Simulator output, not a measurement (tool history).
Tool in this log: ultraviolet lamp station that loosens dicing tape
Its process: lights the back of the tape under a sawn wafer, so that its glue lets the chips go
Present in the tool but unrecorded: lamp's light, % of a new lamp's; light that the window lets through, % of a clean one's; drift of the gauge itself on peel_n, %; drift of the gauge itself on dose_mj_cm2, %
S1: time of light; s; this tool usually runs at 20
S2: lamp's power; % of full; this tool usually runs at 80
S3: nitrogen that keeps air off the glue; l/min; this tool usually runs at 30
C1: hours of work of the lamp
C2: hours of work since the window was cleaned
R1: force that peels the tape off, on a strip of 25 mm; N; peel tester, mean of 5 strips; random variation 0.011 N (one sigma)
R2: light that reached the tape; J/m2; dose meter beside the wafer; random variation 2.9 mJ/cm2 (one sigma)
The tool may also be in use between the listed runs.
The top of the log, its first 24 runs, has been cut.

run 25 hour=225.2 | S1=14 S2=65 S3=30 | C1=216 C2=52 | R1=2.183 R2=2140
run 26 hour=236.1 | S1=29 S2=90 S3=30 | C1=221 C2=57 | R1=0.149 R2=6270
run 27 hour=244.1 | S1=29 S2=90 S3=30 | C1=225 C2=61 | R1=0.153 R2=6240
run 28 hour=251.4 | S1=15 S2=90 S3=30 | C1=228 C2=64 | R1=1.04 R2=3230
run 29 hour=257.1 | S1=12 S2=80 S3=39 | C1=231 C2=67 | R1=1.752 R2=2340
run 30 hour=270.2 | S1=12 S2=80 S3=39 | C1=237 C2=73 | R1=1.785 R2=2320
run 31 hour=283.1 | S1=12 S2=80 S3=39 | C1=243 C2=79 | R1=1.817 R2=2270
run 32 hour=296.2 | S1=39 S2=80 S3=11 | C1=249 C2=85 | R1=0.23 R2=7330
run 33 hour=304.9 | S1=17 S2=85 S3=19 | C1=253 C2=89 | R1=1.208 R2=3390
run 34 hour=310.9 | S1=17 S2=85 S3=19 | C1=256 C2=92 | R1=1.233 R2=3380
run 35 hour=320.1 | S1=15 S2=80 S3=24 | C1=260 C2=96 | R1=1.537 R2=2790
run 36 hour=332.7 | S1=15 S2=80 S3=24 | C1=266 C2=102 | R1=1.513 R2=2820
run 37 hour=342.1 | S1=21 S2=99 S3=11 | C1=271 C2=106 | R1=0.841 R2=4810
run 38 hour=355.4 | S1=15 S2=73 S3=16 | C1=277 C2=113 | R1=2.305 R2=2490
run 39 hour=364.2 | S1=18 S2=80 S3=16 | C1=281 C2=117 | R1=1.423 R2=3310
run 40 hour=373 | S1=14 S2=62 S3=30 | C1=285 C2=121 | R1=2.382 R2=1970
run 41 hour=378.5 | S1=39 S2=76 S3=19 | C1=287 C2=123 | R1=0.187 R2=6690
run 42 hour=389 | S1=12 S2=80 S3=18 | C1=292 C2=128 | R1=2.838 R2=2150
run 43 hour=400.8 | S1=20 S2=80 S3=30 | C1=298 C2=134 | R1=0.753 R2=3570

4 ways to go on from here, each from the tool as it stands after run 43. What would each give?
run A hour=410.9 | S1=14 S2=70 S3=30 | C1=303 C2=138 | R1=? R2=?
run B hour=410.9 | S1=21 S2=96 S3=12 | C1=303 C2=138 | R1=? R2=?
run C hour=410.9 | S1=16 S2=80 S3=45 | C1=303 C2=138 | R1=? R2=?
run D hour=410.9 | S1=27 S2=86 S3=15 | C1=303 C2=138 | R1=? R2=?

run=A R1=2.147 R2=2170
run=B R1=0.852 R2=4530
run=C R1=1.049 R2=2830
run=D R1=0.5 R2=5150
Take away the tool's hidden state, keep each run's random variation, and the runs would have read:
run=A R1=1.597 R2=2570
run=B R1=0.55 R2=5360
run=C R1=0.696 R2=3340
run=D R1=0.304 R2=6090

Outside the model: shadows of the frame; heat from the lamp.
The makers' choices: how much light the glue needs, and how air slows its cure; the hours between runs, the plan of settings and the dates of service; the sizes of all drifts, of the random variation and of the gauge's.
